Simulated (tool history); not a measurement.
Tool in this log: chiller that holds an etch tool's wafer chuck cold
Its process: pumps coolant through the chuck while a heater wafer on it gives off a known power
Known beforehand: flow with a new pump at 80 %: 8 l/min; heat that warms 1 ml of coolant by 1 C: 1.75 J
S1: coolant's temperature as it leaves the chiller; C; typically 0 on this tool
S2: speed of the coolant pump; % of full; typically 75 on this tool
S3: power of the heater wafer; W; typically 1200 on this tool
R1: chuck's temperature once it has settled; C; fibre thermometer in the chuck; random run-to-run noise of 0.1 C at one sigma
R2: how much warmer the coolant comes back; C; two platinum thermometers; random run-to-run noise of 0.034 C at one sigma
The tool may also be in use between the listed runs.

| run | day | S1 | S2 | S3 | R1 | R2 |
|---|---|---|---|---|---|---|
| 1 | 0.000 | 0 | 75 | 1200 | 15.8 | 5.47 |
| 2 | 1.192 | -8 | 75 | 1200 | 8.0 | 5.51 |
| 3 | 3.758 | -8 | 75 | 1200 | 8.0 | 5.54 |
| 4 | 5.208 | -8 | 75 | 1200 | 7.9 | 5.51 |
| 5 | 6.442 | -8 | 75 | 1200 | 8.1 | 5.54 |
| 6 | 7.588 | -8 | 75 | 1200 | 7.9 | 5.57 |
| 7 | 10.029 | -8 | 75 | 1200 | 8.0 | 5.60 |
| 8 | 11.808 | -8 | 75 | 1200 | 8.1 | 5.54 |
| 9 | 14.196 | -8 | 75 | 1200 | 8.2 | 5.56 |
| 10 | 16.467 | 3 | 75 | 1200 | 19.1 | 5.57 |
| 11 | 18.304 | 0 | 75 | 1200 | 16.2 | 5.58 |
| 12 | 20.967 | 7 | 67 | 739 | 17.8 | 3.85 |
| 13 | 22.096 | 7 | 96 | 739 | 15.8 | 2.70 |
| 14 | 24.408 | 0 | 76 | 976 | 13.3 | 4.43 |
| 15 | 26.612 | -3 | 70 | 735 | 7.6 | 3.65 |
| 16 | 28.996 | -3 | 70 | 622 | 5.8 | 3.09 |
| 17 | 30.158 | 0 | 75 | 1388 | 18.7 | 6.44 |
| 18 | 31.288 | -4 | 97 | 1388 | 12.3 | 5.01 |
| 19 | 33.154 | 1 | 64 | 741 | 12.3 | 4.03 |
| 20 | 34.412 | 0 | 75 | 831 | 11.5 | 3.92 |
| 21 | 36.796 | 0 | 62 | 831 | 12.9 | 4.63 |
|  | 37.450 | chiller's thermometer calibrated |
| 22 | 38.417 | -6 | 90 | 1200 | 8.5 | 4.70 |

Measured result minus the same run's result without the hidden state. Both carry the same run-to-run variation, though not necessarily the same gauge scatter:
The hidden state here: heat passed by the chuck's channels, % of clean ones'; flow at a given pump speed, % of a new pump's; coolant's true temperature over the reading, C; drift of the gauge itself on chuck_c, C; drift of the gauge itself on warmer_back_c, C.
| run | R1 | R2 |
|---|---|---|
| 1 | +1.0 | +0.03 |
| 2 | +1.1 | +0.03 |
| 3 | +1.1 | +0.04 |
| 4 | +1.1 | +0.04 |
| 5 | +1.1 | +0.05 |
| 6 | +1.2 | +0.06 |
| 7 | +1.1 | +0.06 |
| 8 | +1.2 | +0.06 |
| 9 | +1.2 | +0.07 |
| 10 | +1.2 | +0.08 |
| 11 | +1.3 | +0.09 |
| 12 | +1.0 | +0.06 |
| 13 | +0.9 | +0.05 |
| 14 | +1.2 | +0.08 |
| 15 | +1.1 | +0.07 |
| 16 | +0.9 | +0.07 |
| 17 | +1.6 | +0.14 |
| 18 | +1.5 | +0.11 |
| 19 | +1.2 | +0.09 |
| 20 | +1.2 | +0.09 |
| 21 | +1.3 | +0.12 |
| 22 | +1.1 | +0.12 |
